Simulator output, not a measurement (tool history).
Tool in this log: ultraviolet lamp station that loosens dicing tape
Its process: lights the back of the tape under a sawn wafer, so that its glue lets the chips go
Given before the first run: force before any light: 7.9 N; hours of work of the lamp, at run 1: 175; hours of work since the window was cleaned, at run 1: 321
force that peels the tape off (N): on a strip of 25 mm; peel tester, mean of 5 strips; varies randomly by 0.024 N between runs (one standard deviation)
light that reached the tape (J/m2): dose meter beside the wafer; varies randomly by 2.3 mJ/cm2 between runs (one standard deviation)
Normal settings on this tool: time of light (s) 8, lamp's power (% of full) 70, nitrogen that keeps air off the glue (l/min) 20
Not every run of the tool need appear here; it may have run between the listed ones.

run	hour	time of light (s)	lamp's power (% of full)	nitrogen that keeps air off the glue (l/min)	hours of work of the lamp	hours of work since the window was cleaned	force that peels the tape off (N)	light that reached the tape (J/m2)
1	0	8	70	20	175	321	1.528	1940
2	60.9	5	70	20	209	355	2.87	1150
3	108.1	5	70	20	235	380	2.913	1120
4	177.2	5	65	20	273	418	3.114	1030
5	243.6	5	65	20	309	455	3.245	1030
6	332.5	9	70	20	358	503	1.528	1910
7	388.3	9	70	20	388	534	1.63	1830
8	463.9	8	70	20	430	576	1.959	1590
# hour 476.3: window cleaned of glue's vapour
9	531	8	70	38	466	30	1.686	1490
10	629.2	8	70	32	520	84	1.818	1420
11	680.3	8	70	21	548	112	2.325	1370
12	739.5	8	70	21	581	144	2.445	1350
# hour 754.4: window cleaned of glue's vapour, once more
13	781.3	8	70	20	603	15	2.011	1590
14	875.9	6	70	20	655	67	2.887	1140
15	917.7	12	61	8	678	90	2.477	1960
# hour 986.1: lamp changed
16	1006.6	12	61	8	11	138	1.511	2770
17	1105.8	12	61	8	66	192	1.657	2670
18	1173.3	12	61	8	103	229	1.676	2610
19	1233.3	12	61	8	136	262	1.774	2570
20	1304.2	12	61	8	174	301	1.838	2500
21	1375.9	12	61	8	214	340	1.894	2450
22	1454.6	8	68	9	257	383	2.675	1730
23	1521.1	8	68	9	293	420	2.633	1710
24	1571	8	70	12	321	447	2.235	1750
25	1630.9	8	70	12	354	480	2.354	1660
26	1723	8	70	12	404	531	2.481	1620
# hour 1821.2: window cleaned of glue's vapour
27	1821.2	12	76	7	458	0	1.585	2860
28	1881.7	12	76	7	491	33	1.688	2750

Consider 4 possible next runs. They are alternatives, not a sequence: every one starts from the tool as it was left by run 28. What does each give?
A	1979.2	12	75	7	544	87	?	?
B	1979.2	7	80	9	544	87	?	?
C	1979.2	9	76	7	544	87	?	?
D	1979.2	7	66	27	544	87	?	?

run	force that peels the tape off (N)	light that reached the tape (J/m2)
A	1.833	2670
B	2.864	1620
C	2.544	1980
D	2.088	1350
With no hidden state in the tool, these same runs would have given:
run	force that peels the tape off (N)	light that reached the tape (J/m2)
A	1.126	3600
B	2.014	2190
C	1.733	2690
D	1.347	1830
